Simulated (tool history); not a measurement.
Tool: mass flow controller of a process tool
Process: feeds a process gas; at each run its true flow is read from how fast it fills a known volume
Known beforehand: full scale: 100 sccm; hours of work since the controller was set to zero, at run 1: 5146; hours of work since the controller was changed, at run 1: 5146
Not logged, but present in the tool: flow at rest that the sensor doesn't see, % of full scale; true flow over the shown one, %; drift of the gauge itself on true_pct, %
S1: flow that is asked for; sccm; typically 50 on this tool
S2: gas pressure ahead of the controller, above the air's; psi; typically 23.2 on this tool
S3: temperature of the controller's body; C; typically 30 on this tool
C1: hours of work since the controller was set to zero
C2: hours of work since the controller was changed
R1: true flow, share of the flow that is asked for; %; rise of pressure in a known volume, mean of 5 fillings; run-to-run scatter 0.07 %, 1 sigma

run    hour  S1    S2  S3    C1    C2     R1
  1     0.0  50  23.2  30  5146  5146  95.11
  2   323.6  50  23.2  31  5313  5313  94.90
  3   472.1  50  23.2  31  5389  5389  94.86
  4   673.0  50  23.2  31  5493  5493  94.82
  5   986.9  50  23.2  31  5654  5654  94.61
  6  1166.7  50  23.2  31  5747  5747  94.61
  7  1391.0  50  23.2  30  5862  5862  94.74
  8  1579.3  50  23.2  30  5959  5959  94.67
  9  1727.5  50  23.2  30  6036  6036  94.57
 10  1920.6  50  23.2  30  6135  6135  94.54
 11  2189.0  50  23.2  30  6273  6273  94.43
 12  2487.2  50  23.2  30  6427  6427  94.38
 13  2766.5  50  33.2  30  6571  6571  94.49
 14  3001.2  50  33.2  30  6691  6691  94.35
 15  3310.5  11  36.5  30  6851  6851  82.81
 16  3507.8  20  21.6  30  6952  6952  88.76
     3859.5  -- controller's zero set anew
 17  3864.5  28  27.0  30     3  7136  96.23
 18  4099.0  28  27.0  30   123  7256  96.19
 19  4354.3  61  31.2  27   255  7388  97.59
 20  4574.0  55  29.9  27   368  7501  97.40
 21  4808.1  26  23.9  33   488  7622  95.25
 22  5073.8  36  35.4  33   625  7758  95.88
 23  5354.0  36  35.4  33   770  7903  95.74

Run 24 has not been measured yet. What should we expect?
 24  5711.6  75  33.9  30  954  8087   ?

{"run 24": {"R1": 97.54}}
The same run, on a tool lacking any hidden state, would have yielded R1 98.66 %.
